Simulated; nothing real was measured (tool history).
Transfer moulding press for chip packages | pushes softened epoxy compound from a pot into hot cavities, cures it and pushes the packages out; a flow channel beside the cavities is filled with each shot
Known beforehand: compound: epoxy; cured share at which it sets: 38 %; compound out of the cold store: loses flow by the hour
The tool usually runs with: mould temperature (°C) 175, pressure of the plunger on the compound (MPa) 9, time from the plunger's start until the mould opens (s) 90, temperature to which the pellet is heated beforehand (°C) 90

| run | hour | mould temperature (°C) | pressure of the plunger on the compound (MPa) | time from the plunger's start until the mould opens (s) | temperature to which the pellet is heated beforehand (°C) | incoming compound's hours out of the cold store | length that the compound runs in the flow channel (mm) | greatest force on the pins that push the packages out (N) |
|---|---|---|---|---|---|---|---|---|
| 1 | 0 | 175 | 9 | 90 | 90 | 46.9 | 600 | 573 |
| 2 | 22.3 | 175 | 9 | 99 | 90 | 24.5 | 661 | 653 |
|  | 30.3 | cavities cleaned with cleaning compound and waxed |
| 3 | 48.7 | 175 | 9 | 99 | 90 | 27.5 | 649 | 491 |
| 4 | 68.7 | 175 | 9 | 90 | 90 | 22.8 | 669 | 612 |
| 5 | 83.7 | 175 | 9 | 90 | 90 | 22.4 | 661 | 694 |
|  | 96.3 | cavities cleaned with cleaning compound and waxed |
| 6 | 101.3 | 175 | 9 | 90 | 90 | 36.5 | 613 | 424 |
| 7 | 126.3 | 175 | 9 | 90 | 89 | 38.2 | 608 | 582 |
| 8 | 157.7 | 175 | 9 | 90 | 93 | 16.9 | 669 | 696 |
|  | 162.1 | cavities cleaned with cleaning compound and waxed |
| 9 | 175.2 | 175 | 9 | 90 | 96 | 31.6 | 624 | 482 |
|  | 178.7 | mould's thermocouples calibrated |
| 10 | 202.8 | 167 | 10.18 | 127 | 96 | 33.5 | 676 | 598 |
|  | 226 | plunger's sealing rings changed |
|  | 233.7 | cavities cleaned with cleaning compound and waxed |
| 11 | 235.2 | 169 | 7.95 | 81 | 97 | 40.8 | 628 | 643 |
|  | 261.6 | mould's thermocouples calibrated, once more |
| 12 | 269.4 | 175 | 10.1 | 81 | 97 | 44.9 | 675 | 646 |
|  | 302.8 | cavities cleaned with cleaning compound and waxed |
| 13 | 302.8 | 175 | 8.98 | 103 | 90 | 13 | 741 | 367 |
| 14 | 336.9 | 175 | 8.98 | 103 | 90 | 47.9 | 619 | 557 |
| 15 | 351.8 | 175 | 6.82 | 128 | 90 | 44.5 | 533 | 623 |
|  | 369.2 | cavities cleaned with cleaning compound and waxed |
| 16 | 378.9 | 175 | 9 | 90 | 91 | 28.3 | 663 | 450 |
| 17 | 407.9 | 174 | 7.41 | 130 | 90 | 37.2 | 580 | 537 |
| 18 | 425 | 175 | 9 | 127 | 99 | 44.7 | 605 | 623 |

What if the next run were any one of these 5? Each begins from the tool's condition after run 18:
|  | 436.1 | cavities cleaned with cleaning compound and waxed |
| A | 453 | 169 | 9 | 90 | 90 | 13.1 | ? | ? |
|  | 436.1 | cavities cleaned with cleaning compound and waxed |
| B | 453 | 171 | 8.6 | 127 | 86 | 24 | ? | ? |
|  | 436.1 | cavities cleaned with cleaning compound and waxed |
| C | 453 | 183 | 8.08 | 90 | 98 | 37.3 | ? | ? |
|  | 436.1 | cavities cleaned with cleaning compound and waxed |
| D | 453 | 175 | 9 | 90 | 80 | 43.8 | ? | ? |
|  | 436.1 | cavities cleaned with cleaning compound and waxed |
| E | 453 | 175 | 10.56 | 127 | 99 | 47.1 | ? | ? |

| run | length that the compound runs in the flow channel (mm) | greatest force on the pins that push the packages out (N) |
|---|---|---|
| A | 720 | 716 |
| B | 666 | 467 |
| C | 570 | 464 |
| D | 620 | 506 |
| E | 655 | 442 |
Take away the tool's hidden state, keep each run's random variation, and the runs would have read:
| run | length that the compound runs in the flow channel (mm) | greatest force on the pins that push the packages out (N) |
|---|---|---|
| A | 757 | 541 |
| B | 701 | 352 |
| C | 599 | 350 |
| D | 651 | 382 |
| E | 688 | 335 |
